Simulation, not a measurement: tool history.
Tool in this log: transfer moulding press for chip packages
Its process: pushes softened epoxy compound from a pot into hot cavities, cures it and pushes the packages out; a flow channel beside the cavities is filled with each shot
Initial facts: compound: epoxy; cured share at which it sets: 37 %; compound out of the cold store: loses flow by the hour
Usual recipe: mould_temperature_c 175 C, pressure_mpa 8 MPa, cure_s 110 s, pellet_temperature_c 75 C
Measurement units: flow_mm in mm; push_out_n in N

run,day,mould_temperature_c,pressure_mpa,cure_s,pellet_temperature_c,incoming compound's hours out of the cold store,flow_mm,push_out_n
1,0,175,8,110,75,44.1,505,806
# day 0.538: cavities cleaned with cleaning compound and waxed
2,0.817,175,8,110,75,30.9,530,594
3,1.204,175,8,110,75,32.7,519,661
4,1.754,170,8,110,75,32.2,540,1068
5,2.442,175,8,112,75,47.2,499,732
6,3.217,175,8,112,75,44.1,503,822
# day 3.7: cavities cleaned with cleaning compound and waxed
7,3.762,175,8,110,75,13.9,558,581
8,4.55,175,8.2,110,75,47.9,502,676
9,5.112,182,8.2,110,75,34.5,505,549
10,5.562,175,8,110,75,15.9,548,837
11,6.058,175,8,130,75,23.7,532,668
# day 6.867: cavities cleaned with cleaning compound and waxed
12,6.867,175,8,130,75,13.6,548,423
13,7.417,175,7.38,130,75,40.6,479,499
14,7.862,175,7.38,130,75,20.9,514,549
15,8.196,167,8.65,121,82,13.1,601,1202
16,8.683,183,8.51,110,76,15.5,529,586
17,9.138,175,8,110,80,18.5,540,889
18,9.575,175,8,110,80,11.8,544,916
# day 10.033: cavities cleaned with cleaning compound and waxed
19,10.075,175,8,110,80,34.9,509,541
20,10.483,175,7.65,110,70,20.2,524,661
21,11.1,182,6.87,122,84,32.5,449,507
22,11.471,170,6.44,147,83,38,468,649
23,11.867,175,8,125,75,44.3,487,643
24,12.212,175,8.33,133,75,34.2,514,624
25,12.854,175,8,111,75,39.8,492,845
# day 13.221: cavities cleaned with cleaning compound and waxed
26,13.538,178,9.46,138,75,38.4,521,431
27,13.867,177,6.66,140,69,16.7,480,467
# day 14.1: plunger's sealing rings changed
28,14.642,171,8,110,75,38.2,542,1012

Predict each of these 5 candidate next runs independently; none follows another, all start after run 28:
A,15.058,171,8,140,75,26.3,?,?
B,15.058,175,9.17,129,75,13.1,?,?
C,15.058,171,9,110,75,24.8,?,?
D,15.058,172,8,110,80,14.1,?,?
E,15.058,171,8,134,75,10.4,?,?

run,flow_mm,push_out_n
A,558,710
B,608,652
C,595,1144
D,576,1053
E,594,739
Without the tool's unlogged condition, the same runs would have read:
run,flow_mm,push_out_n
A,559,469
B,609,432
C,595,744
D,577,685
E,595,483
